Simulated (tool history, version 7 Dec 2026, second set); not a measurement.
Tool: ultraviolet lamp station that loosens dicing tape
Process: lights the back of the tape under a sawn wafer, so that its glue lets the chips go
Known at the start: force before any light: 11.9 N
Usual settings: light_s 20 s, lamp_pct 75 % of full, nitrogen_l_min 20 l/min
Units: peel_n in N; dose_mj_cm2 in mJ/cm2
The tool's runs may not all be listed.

run   hour  light_s  lamp_pct  nitrogen_l_min  peel_n  dose_mj_cm2
  1    0.0       20        75              20   0.517          196
  2   15.0       20        75              20   0.543          191
  3   32.5       20        75              20   0.534          193
  4   59.4       20        75              13   0.825          187
  5   89.2       24        75              20   0.329          229
      92.4  -- window cleaned of glue's vapour
  6  119.5       20        75              26   0.391          194
  7  132.8       20        75              20   0.527          195
  8  161.4       20        75              20   0.540          193
  9  178.4       20        75              20   0.539          196
 10  195.7       20        75              20   0.531          192
 11  212.2       40        75              20   0.161          387
 12  239.5       20        75              20   0.548          195
 13  252.9       20        75              20   0.530          193
 14  275.2       20        96              20   0.288          244
 15  298.4       10        74              15   2.711           96
 16  327.3       10        74              15   2.697           95
 17  350.0       17        65              29   0.786          143
 18  374.2       17        65              29   0.764          143
 19  397.7       22        75              20   0.422          216
 20  418.5       12        75              12   2.470          119
 21  437.8       20        60              20   0.891          157
 22  461.7       19        80               7   1.441          197
 23  481.3       14        74               9   2.349          131
 24  500.6       14        74               9   2.309          130
 25  523.5       39        75              14   0.169          373
 26  540.0       39        75              14   0.177          381
 27  555.6       11        96              18   1.296          136
     561.4  -- window cleaned of glue's vapour
 28  572.3       11        96              18   1.330          138

Forecast each of these 4 alternatives for the next run:
  A  600.2       11        77               8       ?            ?
  B  600.2       11        96               7       ?            ?
  C  600.2       13        62              20       ?            ?
  D  600.2       23        62              13       ?            ?

run  peel_n  dose_mj_cm2
  A   3.325          109
  B   2.641          133
  C   1.998          103
  D   0.897          183
Without the tool's hidden state the same runs would have given:
run  peel_n  dose_mj_cm2
  A   3.320          109
  B   2.637          133
  C   1.994          103
  D   0.895          183
